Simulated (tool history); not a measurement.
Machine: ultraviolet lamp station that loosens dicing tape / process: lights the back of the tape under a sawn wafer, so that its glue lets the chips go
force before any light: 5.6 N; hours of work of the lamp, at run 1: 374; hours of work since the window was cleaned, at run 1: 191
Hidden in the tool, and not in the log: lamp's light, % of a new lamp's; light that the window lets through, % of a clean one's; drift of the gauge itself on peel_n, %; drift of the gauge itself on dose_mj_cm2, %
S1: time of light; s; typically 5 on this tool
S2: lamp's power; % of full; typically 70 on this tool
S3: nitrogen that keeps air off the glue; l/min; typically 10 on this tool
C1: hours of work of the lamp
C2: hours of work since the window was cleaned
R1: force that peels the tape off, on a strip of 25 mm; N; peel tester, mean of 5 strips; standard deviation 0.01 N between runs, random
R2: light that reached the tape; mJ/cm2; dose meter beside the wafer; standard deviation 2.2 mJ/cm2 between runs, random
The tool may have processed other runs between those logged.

run 1 day=0.000 | S1=5 S2=70 S3=10 | C1=374 C2=191 | R1=0.771 R2=161
run 2 day=0.804 | S1=5 S2=70 S3=10 | C1=384 C2=201 | R1=0.740 R2=165
run 3 day=1.233 | S1=5 S2=70 S3=10 | C1=390 C2=207 | R1=0.747 R2=160
run 4 day=2.233 | S1=5 S2=62 S3=10 | C1=402 C2=220 | R1=0.937 R2=137
run 5 day=2.892 | S1=5 S2=62 S3=10 | C1=411 C2=228 | R1=0.985 R2=143
run 6 day=3.462 | S1=5 S2=70 S3=10 | C1=418 C2=235 | R1=0.784 R2=160
run 7 day=4.388 | S1=5 S2=70 S3=10 | C1=430 C2=247 | R1=0.801 R2=154
run 8 day=4.867 | S1=5 S2=70 S3=10 | C1=436 C2=253 | R1=0.814 R2=152
run 9 day=5.454 | S1=9 S2=70 S3=10 | C1=443 C2=261 | R1=0.236 R2=282
run 10 day=6.012 | S1=9 S2=94 S3=10 | C1=451 C2=268 | R1=0.137 R2=369
run 11 day=6.646 | S1=5 S2=70 S3=10 | C1=459 C2=276 | R1=0.817 R2=154
run 12 day=7.162 | S1=5 S2=70 S3=10 | C1=465 C2=282 | R1=0.812 R2=149
run 13 day=7.662 | S1=5 S2=86 S3=10 | C1=472 C2=289 | R1=0.562 R2=182
run 14 day=8.383 | S1=5 S2=70 S3=10 | C1=481 C2=298 | R1=0.838 R2=148
run 15 day=9.412 | S1=5 S2=70 S3=10 | C1=494 C2=311 | R1=0.889 R2=150
run 16 day=10.129 | S1=5 S2=70 S3=10 | C1=503 C2=320 | R1=0.893 R2=147
run 17 day=10.958 | S1=5 S2=64 S3=10 | C1=514 C2=331 | R1=1.040 R2=138
run 18 day=11.804 | S1=5 S2=64 S3=10 | C1=524 C2=342 | R1=1.067 R2=135
run 19 day=12.525 | S1=5 S2=64 S3=10 | C1=534 C2=351 | R1=1.077 R2=131
run 20 day=13.254 | S1=5 S2=70 S3=10 | C1=543 C2=360 | R1=0.918 R2=144
run 21 day=14.071 | S1=3 S2=70 S3=10 | C1=553 C2=371 | R1=1.869 R2=83
run 22 day=15.025 | S1=3 S2=70 S3=10 | C1=566 C2=383 | R1=1.937 R2=83
run 23 day=15.671 | S1=4 S2=64 S3=6 | C1=574 C2=391 | R1=1.885 R2=104
run 24 day=16.212 | S1=4 S2=64 S3=6 | C1=581 C2=398 | R1=1.849 R2=104
run 25 day=16.721 | S1=4 S2=70 S3=14 | C1=587 C2=405 | R1=1.156 R2=113
run 26 day=17.529 | S1=4 S2=70 S3=14 | C1=598 C2=415 | R1=1.208 R2=110
-- day=17.650 window cleaned of glue's vapour
run 27 day=18.092 | S1=4 S2=70 S3=14 | C1=604 C2=6 | R1=1.235 R2=106
run 28 day=18.567 | S1=4 S2=70 S3=14 | C1=611 C2=12 | R1=1.312 R2=102
run 29 day=19.179 | S1=4 S2=70 S3=14 | C1=618 C2=20 | R1=1.270 R2=107
run 30 day=20.200 | S1=5 S2=86 S3=10 | C1=631 C2=33 | R1=0.763 R2=163
run 31 day=20.725 | S1=5 S2=86 S3=10 | C1=638 C2=39 | R1=0.780 R2=156
run 32 day=21.546 | S1=3 S2=70 S3=18 | C1=649 C2=50 | R1=1.668 R2=75
run 33 day=22.038 | S1=4 S2=79 S3=10 | C1=655 C2=56 | R1=1.277 R2=119
run 34 day=22.754 | S1=5 S2=96 S3=10 | C1=664 C2=65 | R1=0.667 R2=174
run 35 day=23.725 | S1=5 S2=82 S3=15 | C1=676 C2=78 | R1=0.666 R2=147
-- day=23.817 window cleaned of glue's vapour, once more
run 36 day=24.562 | S1=4 S2=74 S3=16 | C1=687 C2=10 | R1=1.021 R2=118
run 37 day=25.425 | S1=4 S2=74 S3=16 | C1=698 C2=21 | R1=1.028 R2=120
run 38 day=26.288 | S1=5 S2=64 S3=5 | C1=709 C2=32 | R1=1.667 R2=125
run 39 day=27.171 | S1=5 S2=64 S3=5 | C1=720 C2=43 | R1=1.652 R2=122
run 40 day=27.621 | S1=2 S2=61 S3=4 | C1=726 C2=49 | R1=3.518 R2=47
run 41 day=28.525 | S1=2 S2=61 S3=4 | C1=737 C2=60 | R1=3.601 R2=45
run 42 day=28.983 | S1=10 S2=70 S3=10 | C1=743 C2=66 | R1=0.269 R2=265
run 43 day=29.725 | S1=10 S2=70 S3=10 | C1=753 C2=75 | R1=0.266 R2=264
run 44 day=30.517 | S1=2 S2=78 S3=4 | C1=763 C2=86 | R1=3.324 R2=63

Consider 3 possible next runs. They are alternatives, not a sequence: every one starts from the tool as it was left by run 44. What does each give?
run A day=31.058 | S1=3 S2=64 S3=7 | C1=770 C2=92 | R1=? R2=?
run B day=31.058 | S1=7 S2=60 S3=6 | C1=770 C2=92 | R1=? R2=?
run C day=31.058 | S1=2 S2=78 S3=5 | C1=770 C2=92 | R1=? R2=?

run=A R1=2.476 R2=70
run=B R1=1.098 R2=160
run=C R1=3.234 R2=58
Without the tool's hidden state the same runs would have given:
run=A R1=1.572 R2=112
run=B R1=0.474 R2=251
run=C R1=2.333 R2=92

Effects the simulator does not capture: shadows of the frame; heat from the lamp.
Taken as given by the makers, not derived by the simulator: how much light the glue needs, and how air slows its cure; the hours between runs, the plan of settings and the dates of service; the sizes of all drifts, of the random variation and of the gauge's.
